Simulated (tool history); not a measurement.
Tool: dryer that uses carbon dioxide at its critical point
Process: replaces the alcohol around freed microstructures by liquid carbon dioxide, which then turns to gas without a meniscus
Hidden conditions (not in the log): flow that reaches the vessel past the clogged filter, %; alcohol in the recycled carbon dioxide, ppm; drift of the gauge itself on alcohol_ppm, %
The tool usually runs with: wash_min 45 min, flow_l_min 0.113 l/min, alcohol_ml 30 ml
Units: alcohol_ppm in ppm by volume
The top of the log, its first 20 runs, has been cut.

| run | hour | wash_min | flow_l_min | alcohol_ml | hours of work since the filter was changed | hours of work since the purifier's bed was changed | alcohol_ppm |
|---|---|---|---|---|---|---|---|
|  | 696.4 | inlet filter changed |
| 21 | 721 | 45 | 0.113 | 34 | 18 | 242 | 990 |
| 22 | 742.3 | 29 | 0.113 | 102 | 33 | 258 | 10690 |
| 23 | 786 | 29 | 0.079 | 102 | 65 | 290 | 22090 |
| 24 | 821.2 | 45 | 0.125 | 73 | 90 | 315 | 1665 |
| 25 | 849 | 45 | 0.125 | 73 | 111 | 335 | 1761 |
| 26 | 894.5 | 45 | 0.125 | 73 | 144 | 368 | 1958 |
| 27 | 921.8 | 45 | 0.125 | 73 | 163 | 388 | 2066 |
|  | 950.1 | inlet filter changed |
| 28 | 968.7 | 43 | 0.189 | 30 | 13 | 421 | 131 |
| 29 | 1019.8 | 35 | 0.129 | 34 | 51 | 458 | 1499 |
| 30 | 1056.1 | 35 | 0.078 | 34 | 77 | 485 | 5806 |
| 31 | 1105.4 | 69 | 0.078 | 34 | 113 | 520 | 1192 |
| 32 | 1136.1 | 69 | 0.078 | 34 | 135 | 543 | 1219 |
| 33 | 1182.6 | 69 | 0.078 | 34 | 169 | 576 | 1351 |
|  | 1203.2 | inlet filter changed |
| 34 | 1231.9 | 69 | 0.078 | 34 | 21 | 611 | 951 |
| 35 | 1274.8 | 45 | 0.173 | 91 | 52 | 642 | 442 |
| 36 | 1314.4 | 29 | 0.077 | 88 | 81 | 671 | 20416 |
| 37 | 1344.4 | 45 | 0.113 | 34 | 102 | 693 | 1268 |
| 38 | 1370.5 | 36 | 0.159 | 34 | 121 | 712 | 842 |
| 39 | 1394.3 | 58 | 0.085 | 47 | 139 | 729 | 2214 |
| 40 | 1445.6 | 45 | 0.089 | 72 | 176 | 766 | 6344 |
|  | 1456 | inlet filter changed |
| 41 | 1487.6 | 45 | 0.089 | 72 | 23 | 796 | 4596 |

Below are 3 alternative next runs, each starting from the tool's condition after run 41. Predict each:
| A | 1522.7 | 63 | 0.089 | 52 | 48 | 821 | ? |
| B | 1522.7 | 61 | 0.098 | 101 | 48 | 821 | ? |
| C | 1522.7 | 45 | 0.113 | 31 | 48 | 821 | ? |

| run | alcohol_ppm |
|---|---|
| A | 1306 |
| B | 1873 |
| C | 1052 |
Without the tool's hidden state the same runs would have given:
| run | alcohol_ppm |
|---|---|
| A | 1005 |
| B | 1471 |
| C | 800 |
